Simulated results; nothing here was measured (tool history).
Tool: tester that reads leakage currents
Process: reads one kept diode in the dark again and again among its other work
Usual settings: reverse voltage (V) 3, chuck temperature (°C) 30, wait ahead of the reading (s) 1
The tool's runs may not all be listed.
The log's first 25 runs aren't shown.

run    hour  reverse voltage (V)  chuck temperature (°C)  wait ahead of the reading (s)  current that the tester gives (pA)
 26  5319.1                 1.22                      31                              1                              107.93
 27    5467                 1.74                      31                           5.54                              127.13
 28  5715.2                 1.74                      31                           1.97                              127.57
 29  5881.2                 1.74                      31                           1.97                              129.31
     5991.7  -- probe card cleaned and baked
 30  6143.5                 1.74                      31                           1.97                              126.29
 31  6374.5                 1.74                      31                           1.97                              126.13
 32  6625.3                 1.74                      31                           1.97                              128.19
 33  6750.8                 1.74                      31                           1.97                              128.04
 34  6943.1                 1.74                      31                           1.97                              129.05
 35  7187.4                 1.74                      31                           1.97                              129.75

5 ways to go on from here, each from the tool as it stands after run 35. What would each give?
  A  7410.4                 1.74                      31                           0.66                                   ?
  B  7410.4                19.94                      25                           1.51                                   ?
  C  7410.4                 5.82                      30                           8.22                                   ?
  D  7410.4                 7.11                      30                           1.46                                   ?
  E  7410.4                 3.59                      33                           0.86                                   ?

run  current that the tester gives (pA)
  A                              131.05
  B                              240.22
  C                               205.2
  D                              222.43
  E                              209.21
Without the tool's hidden state the same runs would have given:
run  current that the tester gives (pA)
  A                               117.3
  B                              201.92
  C                              181.22
  D                              195.92
  E                              186.93

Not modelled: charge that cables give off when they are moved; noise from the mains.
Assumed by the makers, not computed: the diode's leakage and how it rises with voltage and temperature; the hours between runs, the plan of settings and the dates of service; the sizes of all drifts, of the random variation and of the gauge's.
